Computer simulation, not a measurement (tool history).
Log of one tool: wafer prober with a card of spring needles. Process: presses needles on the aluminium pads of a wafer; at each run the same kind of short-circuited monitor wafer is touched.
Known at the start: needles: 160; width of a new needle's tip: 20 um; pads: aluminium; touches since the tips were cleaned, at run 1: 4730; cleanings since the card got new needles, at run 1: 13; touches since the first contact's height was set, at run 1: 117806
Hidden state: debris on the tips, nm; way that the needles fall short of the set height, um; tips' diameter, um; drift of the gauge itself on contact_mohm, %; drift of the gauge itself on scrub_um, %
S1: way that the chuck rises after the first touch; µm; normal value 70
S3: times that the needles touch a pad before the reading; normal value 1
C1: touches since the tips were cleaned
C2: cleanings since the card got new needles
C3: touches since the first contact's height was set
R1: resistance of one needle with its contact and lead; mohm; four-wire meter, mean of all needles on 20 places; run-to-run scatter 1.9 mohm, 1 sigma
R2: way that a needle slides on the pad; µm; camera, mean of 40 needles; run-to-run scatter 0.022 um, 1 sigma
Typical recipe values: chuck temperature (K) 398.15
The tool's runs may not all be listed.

{"run": 1, "day": 0.0, "S1": 70, "chuck temperature (K)": 398.15, "S3": 1, "C1": 4730, "C2": 13, "C3": 117806, "R1": 231, "R2": 14.64}
{"day": 0.417, "done": "tips cleaned on abrasive film"}
{"run": 2, "day": 0.696, "S1": 70, "chuck temperature (K)": 398.15, "S3": 1, "C1": 2316, "C2": 14, "C3": 123553, "R1": 244, "R2": 14.64}
{"run": 3, "day": 1.238, "S1": 70, "chuck temperature (K)": 398.15, "S3": 1, "C1": 6818, "C2": 14, "C3": 128055, "R1": 233, "R2": 14.66}
{"day": 1.412, "done": "tips cleaned on abrasive film"}
{"run": 4, "day": 1.629, "S1": 70, "chuck temperature (K)": 398.15, "S3": 1, "C1": 1802, "C2": 15, "C3": 131286, "R1": 224, "R2": 14.6}
{"run": 5, "day": 2.321, "S1": 70, "chuck temperature (K)": 398.15, "S3": 1, "C1": 7554, "C2": 15, "C3": 137038, "R1": 233, "R2": 14.63}
{"day": 2.383, "done": "tips cleaned on abrasive film"}
{"run": 6, "day": 3.046, "S1": 70, "chuck temperature (K)": 398.15, "S3": 1, "C1": 5522, "C2": 16, "C3": 143042, "R1": 233, "R2": 14.62}
{"day": 3.35, "done": "tips cleaned on abrasive film"}
{"run": 7, "day": 3.733, "S1": 70, "chuck temperature (K)": 398.15, "S3": 1, "C1": 3186, "C2": 17, "C3": 148718, "R1": 226, "R2": 14.58}
{"run": 8, "day": 4.092, "S1": 70, "chuck temperature (K)": 398.15, "S3": 1, "C1": 6196, "C2": 17, "C3": 151728, "R1": 239, "R2": 14.57}
{"day": 4.292, "done": "tips cleaned on abrasive film"}
{"run": 9, "day": 4.746, "S1": 70, "chuck temperature (K)": 398.15, "S3": 1, "C1": 3799, "C2": 18, "C3": 157133, "R1": 234, "R2": 14.55}
{"day": 4.929, "done": "tips cleaned on abrasive film, once more"}
{"run": 10, "day": 5.288, "S1": 70, "chuck temperature (K)": 398.15, "S3": 1, "C1": 2998, "C2": 19, "C3": 161600, "R1": 224, "R2": 14.55}
{"run": 11, "day": 5.746, "S1": 70, "chuck temperature (K)": 398.15, "S3": 1, "C1": 6793, "C2": 19, "C3": 165395, "R1": 237, "R2": 14.6}
{"day": 5.871, "done": "tips cleaned on abrasive film"}
{"run": 12, "day": 6.158, "S1": 70, "chuck temperature (K)": 398.15, "S3": 3, "C1": 2386, "C2": 20, "C3": 168815, "R1": 209, "R2": 14.58}
{"run": 13, "day": 6.796, "S1": 70, "chuck temperature (K)": 398.15, "S3": 3, "C1": 7688, "C2": 20, "C3": 174117, "R1": 212, "R2": 14.58}
{"day": 6.875, "done": "tips cleaned on abrasive film"}
{"run": 14, "day": 7.333, "S1": 70, "chuck temperature (K)": 398.15, "S3": 3, "C1": 3811, "C2": 21, "C3": 178545, "R1": 216, "R2": 14.51}
{"run": 15, "day": 7.7, "S1": 70, "chuck temperature (K)": 398.15, "S3": 3, "C1": 6863, "C2": 21, "C3": 181597, "R1": 211, "R2": 14.54}
{"day": 7.838, "done": "tips cleaned on abrasive film"}
{"run": 16, "day": 8.029, "S1": 57, "chuck temperature (K)": 312.15, "S3": 3, "C1": 1608, "C2": 22, "C3": 184312, "R1": 199, "R2": 11.77}
{"run": 17, "day": 8.45, "S1": 77, "chuck temperature (K)": 343.15, "S3": 2, "C1": 5090, "C2": 22, "C3": 187794, "R1": 206, "R2": 16.01}
{"day": 8.817, "done": "tips cleaned on abrasive film"}
{"run": 18, "day": 9.004, "S1": 51, "chuck temperature (K)": 315.15, "S3": 2, "C1": 1550, "C2": 23, "C3": 192368, "R1": 213, "R2": 10.53}
{"run": 19, "day": 9.383, "S1": 70, "chuck temperature (K)": 341.15, "S3": 2, "C1": 4733, "C2": 23, "C3": 195551, "R1": 209, "R2": 14.55}
{"day": 9.792, "done": "tips cleaned on abrasive film"}
{"run": 20, "day": 10.129, "S1": 57, "chuck temperature (K)": 301.15, "S3": 1, "C1": 2807, "C2": 24, "C3": 201702, "R1": 226, "R2": 11.76}
{"run": 21, "day": 10.692, "S1": 82, "chuck temperature (K)": 304.15, "S3": 2, "C1": 7486, "C2": 24, "C3": 206381, "R1": 193, "R2": 17.02}
{"day": 10.738, "done": "tips cleaned on abrasive film"}
{"run": 22, "day": 11.071, "S1": 51, "chuck temperature (K)": 317.15, "S3": 1, "C1": 2763, "C2": 25, "C3": 209507, "R1": 247, "R2": 10.5}
{"run": 23, "day": 11.45, "S1": 79, "chuck temperature (K)": 317.15, "S3": 2, "C1": 5916, "C2": 25, "C3": 212660, "R1": 199, "R2": 16.39}
{"day": 11.688, "done": "tips cleaned on abrasive film"}
{"run": 24, "day": 12.254, "S1": 68, "chuck temperature (K)": 317.15, "S3": 2, "C1": 4718, "C2": 26, "C3": 219329, "R1": 206, "R2": 14.05}
{"day": 12.633, "done": "tips cleaned on abrasive film"}
{"run": 25, "day": 12.883, "S1": 64, "chuck temperature (K)": 385.15, "S3": 3, "C1": 2095, "C2": 27, "C3": 224530, "R1": 213, "R2": 13.2}
{"day": 13.138, "done": "height of the first contact set anew"}
{"day": 13.621, "done": "tips cleaned on abrasive film"}
{"run": 26, "day": 13.688, "S1": 68, "chuck temperature (K)": 398.15, "S3": 1, "C1": 567, "C2": 28, "C3": 4546, "R1": 213, "R2": 14.32}
{"run": 27, "day": 14.154, "S1": 75, "chuck temperature (K)": 310.15, "S3": 1, "C1": 4447, "C2": 28, "C3": 8426, "R1": 209, "R2": 15.87}

Hidden condition of the tool, last listed run before each entry between runs versus first listed run after:
Between runs 1 and 2: tips cleaned on abrasive film (day 0.417)
  debris on the tips, nm: 148.5 -> 190.8; way that the needles fall short of the set height, um: 0.7 -> 0.81; tips' diameter, um: 20.25 -> 20.33
  the result without the hidden state subtracted from the measured one, R1: +30 -> +40 mohm; R2: -0.15 -> -0.17 µm
Between runs 3 and 4: tips cleaned on abrasive film (day 1.412)
  debris on the tips, nm: 163.1 -> 96.5; way that the needles fall short of the set height, um: 0.81 -> 0.87; tips' diameter, um: 20.33 -> 20.35
  the result without the hidden state subtracted from the measured one, R1: +34 -> +21 mohm; R2: -0.17 -> -0.19 µm
Between runs 5 and 6: tips cleaned on abrasive film (day 2.383)
  debris on the tips, nm: 154.2 -> 148.7; way that the needles fall short of the set height, um: 0.87 -> 0.94; tips' diameter, um: 20.35 -> 20.37
  the result without the hidden state subtracted from the measured one, R1: +33 -> +31 mohm; R2: -0.18 -> -0.20 µm
Between runs 6 and 7: tips cleaned on abrasive film (day 3.350)
  debris on the tips, nm: 148.7 -> 125.1; way that the needles fall short of the set height, um: 0.94 -> 1; tips' diameter, um: 20.37 -> 20.4
  the result without the hidden state subtracted from the measured one, R1: +31 -> +26 mohm; R2: -0.20 -> -0.21 µm
Between runs 8 and 9: tips cleaned on abrasive film (day 4.292)
  debris on the tips, nm: 150.2 -> 130.4; way that the needles fall short of the set height, um: 1 -> 1.06; tips' diameter, um: 20.4 -> 20.41
  the result without the hidden state subtracted from the measured one, R1: +33 -> +29 mohm; R2: -0.21 -> -0.22 µm
Between runs 9 and 10: tips cleaned on abrasive film, once more (day 4.929)
  debris on the tips, nm: 130.4 -> 123.6; way that the needles fall short of the set height, um: 1.06 -> 1.11; tips' diameter, um: 20.41 -> 20.43
  the result without the hidden state subtracted from the measured one, R1: +29 -> +26 mohm; R2: -0.22 -> -0.24 µm
Between runs 11 and 12: tips cleaned on abrasive film (day 5.871)
  debris on the tips, nm: 152.1 -> 108.4; way that the needles fall short of the set height, um: 1.11 -> 1.15; tips' diameter, um: 20.43 -> 20.45
  the result without the hidden state subtracted from the measured one, R1: +33 -> +9 mohm; R2: -0.23 -> -0.24 µm
Between runs 13 and 14: tips cleaned on abrasive film (day 6.875)
  debris on the tips, nm: 154.9 -> 136.1; way that the needles fall short of the set height, um: 1.15 -> 1.2; tips' diameter, um: 20.45 -> 20.47
  the result without the hidden state subtracted from the measured one, R1: +13 -> +11 mohm; R2: -0.25 -> -0.25 µm
Between runs 15 and 16: tips cleaned on abrasive film (day 7.838)
  debris on the tips, nm: 153.3 -> 88; way that the needles fall short of the set height, um: 1.2 -> 1.26; tips' diameter, um: 20.47 -> 20.49
  the result without the hidden state subtracted from the measured one, R1: +12 -> +13 mohm; R2: -0.25 -> -0.27 µm
Between runs 17 and 18: tips cleaned on abrasive film (day 8.817)
  debris on the tips, nm: 143.3 -> 88.1; way that the needles fall short of the set height, um: 1.26 -> 1.32; tips' diameter, um: 20.49 -> 20.5
  the result without the hidden state subtracted from the measured one, R1: +17 -> +24 mohm; R2: -0.27 -> -0.28 µm
Between runs 19 and 20: tips cleaned on abrasive film (day 9.792)
  debris on the tips, nm: 141.5 -> 115.9; way that the needles fall short of the set height, um: 1.32 -> 1.36; tips' diameter, um: 20.5 -> 20.52
  the result without the hidden state subtracted from the measured one, R1: +20 -> +43 mohm; R2: -0.28 -> -0.28 µm
Between runs 21 and 22: tips cleaned on abrasive film (day 10.738)
  debris on the tips, nm: 154.1 -> 118.6; way that the needles fall short of the set height, um: 1.36 -> 1.41; tips' diameter, um: 20.52 -> 20.54
  the result without the hidden state subtracted from the measured one, R1: +17 -> +54 mohm; R2: -0.29 -> -0.30 µm
Between runs 23 and 24: tips cleaned on abrasive film (day 11.688)
  debris on the tips, nm: 149.3 -> 139.5; way that the needles fall short of the set height, um: 1.41 -> 1.47; tips' diameter, um: 20.54 -> 20.56
  the result without the hidden state subtracted from the measured one, R1: +18 -> +22 mohm; R2: -0.30 -> -0.31 µm
Between runs 24 and 25: tips cleaned on abrasive film (day 12.633)
  debris on the tips, nm: 139.5 -> 99.5; way that the needles fall short of the set height, um: 1.47 -> 1.52; tips' diameter, um: 20.56 -> 20.58
  the result without the hidden state subtracted from the measured one, R1: +22 -> +11 mohm; R2: -0.31 -> -0.32 µm
Between runs 25 and 26: height of the first contact set anew (day 13.138); tips cleaned on abrasive film (day 13.621)
  debris on the tips, nm: 99.5 -> 52.6; way that the needles fall short of the set height, um: 1.52 -> 0.06; tips' diameter, um: 20.58 -> 20.6
  the result without the hidden state subtracted from the measured one, R1: +11 -> +12 mohm; R2: -0.32 -> -0.01 µm
